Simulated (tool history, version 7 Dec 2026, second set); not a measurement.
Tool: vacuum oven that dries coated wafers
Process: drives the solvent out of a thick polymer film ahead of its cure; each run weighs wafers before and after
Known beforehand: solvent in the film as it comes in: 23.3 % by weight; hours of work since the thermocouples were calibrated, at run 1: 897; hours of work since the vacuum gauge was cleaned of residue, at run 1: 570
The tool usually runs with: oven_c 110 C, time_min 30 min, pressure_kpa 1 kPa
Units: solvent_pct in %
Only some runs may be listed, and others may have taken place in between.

run	hour	oven_c	time_min	pressure_kpa	hours of work since the thermocouples were calibrated	hours of work since the vacuum gauge was cleaned of residue	solvent_pct
1	0	110	30	1	897	570	4.06
2	26.4	110	30	1	910	583	4.05
3	49	123	30	1	921	593	0.86
4	66.7	110	30	1	929	602	4.13
5	86.2	110	30	1	938	611	3.92
6	112.8	110	30	0.75	951	624	3.86
7	130.9	110	30	0.75	960	633	3.79
8	154.3	110	30	0.77	971	644	3.87
9	168.3	110	30	0.77	978	651	4
10	194.9	110	30	0.58	991	664	3.85
11	208.3	110	30	0.58	997	670	3.88
12	221.1	110	30	0.58	1004	677	3.79
13	235.7	110	30	0.54	1011	684	3.82
14	262.4	110	30	1	1023	696	3.85
15	281.9	110	30	1	1033	706	3.93
16	305.2	110	30	1	1044	717	3.91
17	318	110	30	1	1050	723	3.97
18	335.2	110	30	1	1059	732	3.89
19	356.8	110	30	1	1069	742	3.91
20	372	110	30	1	1076	749	3.98
21	397.1	110	30	1	1088	761	3.93
22	413.4	110	22	0.91	1096	769	5.87
23	431.1	123	23	1.25	1105	778	1.62
24	459.2	123	23	1.25	1118	791	1.58
# hour 461.9: vacuum gauge cleaned of residue and calibrated
25	478.2	100	30	1	1127	8	8.08
26	493	100	50	1.01	1134	15	4.55
27	520.4	112	28	1.01	1147	28	3.64
28	547.5	114	30	1	1160	41	2.64
29	570	114	30	1	1171	52	2.67
# hour 588.6: vacuum gauge cleaned of residue and calibrated, once more
30	588.6	124	32	1	1179	0	0.53
31	602.5	108	32	1.19	1186	7	4.12
32	624.3	108	17	1.19	1197	17	8.34
33	648.7	108	17	1.19	1208	29	8.19
34	662.7	103	27	0.65	1215	36	7.15
35	688.4	103	43	1.17	1228	48	4.25
36	701.8	103	43	1.17	1234	55	4.13
37	715.9	97	30	1	1241	61	9.19
38	729.6	113	16	1	1247	68	6.59
39	746.5	113	20	1	1256	76	5.13
40	770.2	123	23	2.73	1267	88	1.82
41	784.7	123	23	2.73	1274	95	1.85
42	803.2	117	44	1.66	1283	104	0.97

Alternative continuations, all from the tool just after run 42; predict every row:
A	831.5	124	44	1.74	1297	117	?
B	831.5	110	23	1	1297	117	?
C	831.5	118	44	1.66	1297	117	?
D	831.5	120	51	2.44	1297	117	?
E	831.5	113	20	2.6	1297	117	?

run	solvent_pct
A	0.43
B	5.3
C	0.8
D	0.72
E	5.52
The same runs, with their run-to-run variation unchanged, on a tool lacking any hidden condition would have given:
run	solvent_pct
A	0.53
B	6.27
C	1.06
D	0.86
E	6.48

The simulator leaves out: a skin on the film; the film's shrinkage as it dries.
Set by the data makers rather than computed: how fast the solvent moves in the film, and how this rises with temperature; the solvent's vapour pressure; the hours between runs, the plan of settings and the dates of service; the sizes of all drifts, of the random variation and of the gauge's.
